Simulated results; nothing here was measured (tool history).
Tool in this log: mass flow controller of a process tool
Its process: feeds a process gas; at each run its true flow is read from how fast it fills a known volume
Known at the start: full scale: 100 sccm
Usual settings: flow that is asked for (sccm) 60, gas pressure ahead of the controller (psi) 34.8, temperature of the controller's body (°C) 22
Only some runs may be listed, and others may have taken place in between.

| run | day | flow that is asked for (sccm) | gas pressure ahead of the controller (psi) | temperature of the controller's body (°C) | true flow (%) |
|---|---|---|---|---|---|
| 1 | 0.000 | 60 | 34.8 | 22 | 99.39 |
| 2 | 2.938 | 60 | 34.8 | 22 | 99.49 |
| 3 | 6.392 | 60 | 23.4 | 22 | 100.03 |
| 4 | 9.225 | 60 | 22.5 | 22 | 100.18 |
| 5 | 12.029 | 60 | 22.5 | 22 | 100.03 |
| 6 | 14.558 | 60 | 22.5 | 22 | 100.24 |
| 7 | 19.225 | 60 | 34.8 | 22 | 99.41 |
| 8 | 23.554 | 60 | 34.8 | 22 | 99.52 |
| 9 | 28.196 | 16 | 34.8 | 22 | 99.63 |
| 10 | 34.225 | 41 | 34.8 | 22 | 99.22 |
| 11 | 37.425 | 60 | 34.8 | 22 | 99.48 |
| 12 | 40.850 | 60 | 34.8 | 22 | 99.62 |
| 13 | 45.008 | 60 | 34.8 | 22 | 99.61 |
| 14 | 48.354 | 60 | 34.8 | 22 | 99.68 |
| 15 | 52.775 | 60 | 24.4 | 22 | 100.19 |
|  | 53.225 | controller's zero set anew |
| 16 | 55.358 | 60 | 24.4 | 22 | 100.69 |
| 17 | 59.175 | 60 | 24.4 | 22 | 100.53 |
| 18 | 63.562 | 60 | 24.4 | 22 | 100.71 |
| 19 | 67.733 | 38 | 30.2 | 36 | 99.47 |
| 20 | 71.004 | 73 | 22.5 | 32 | 100.52 |
| 21 | 74.279 | 60 | 21.0 | 35 | 100.25 |
| 22 | 79.025 | 60 | 21.0 | 35 | 100.31 |
| 23 | 83.112 | 60 | 35.0 | 29 | 99.76 |
| 24 | 86.367 | 60 | 35.0 | 29 | 99.85 |
|  | 88.321 | controller's zero set anew, once more |
| 25 | 91.200 | 60 | 23.8 | 33 | 99.16 |
| 26 | 95.329 | 59 | 27.3 | 33 | 98.89 |
| 27 | 99.446 | 59 | 27.3 | 33 | 98.95 |
| 28 | 103.758 | 59 | 27.3 | 33 | 99.07 |
| 29 | 108.042 | 57 | 21.6 | 20 | 99.79 |
| 30 | 111.625 | 47 | 34.8 | 21 | 98.83 |
| 31 | 114.408 | 26 | 31.3 | 28 | 98.16 |
| 32 | 118.588 | 62 | 27.7 | 30 | 99.37 |
| 33 | 123.825 | 13 | 27.7 | 25 | 98.53 |
| 34 | 128.462 | 13 | 27.7 | 25 | 98.42 |
| 35 | 131.012 | 60 | 29.3 | 29 | 99.22 |

3 ways to go on from here, each from the tool as it stands after run 35. What would each give?
| A | 136.088 | 60 | 23.2 | 22 | ? |
| B | 136.088 | 30 | 34.8 | 22 | ? |
| C | 136.088 | 27 | 27.8 | 29 | ? |

| run | true flow (%) |
|---|---|
| A | 100.05 |
| B | 98.58 |
| C | 98.51 |
The same runs, with their run-to-run variation unchanged, on a tool lacking any hidden condition would have given:
| run | true flow (%) |
|---|---|
| A | 99.18 |
| B | 97.58 |
| C | 97.48 |

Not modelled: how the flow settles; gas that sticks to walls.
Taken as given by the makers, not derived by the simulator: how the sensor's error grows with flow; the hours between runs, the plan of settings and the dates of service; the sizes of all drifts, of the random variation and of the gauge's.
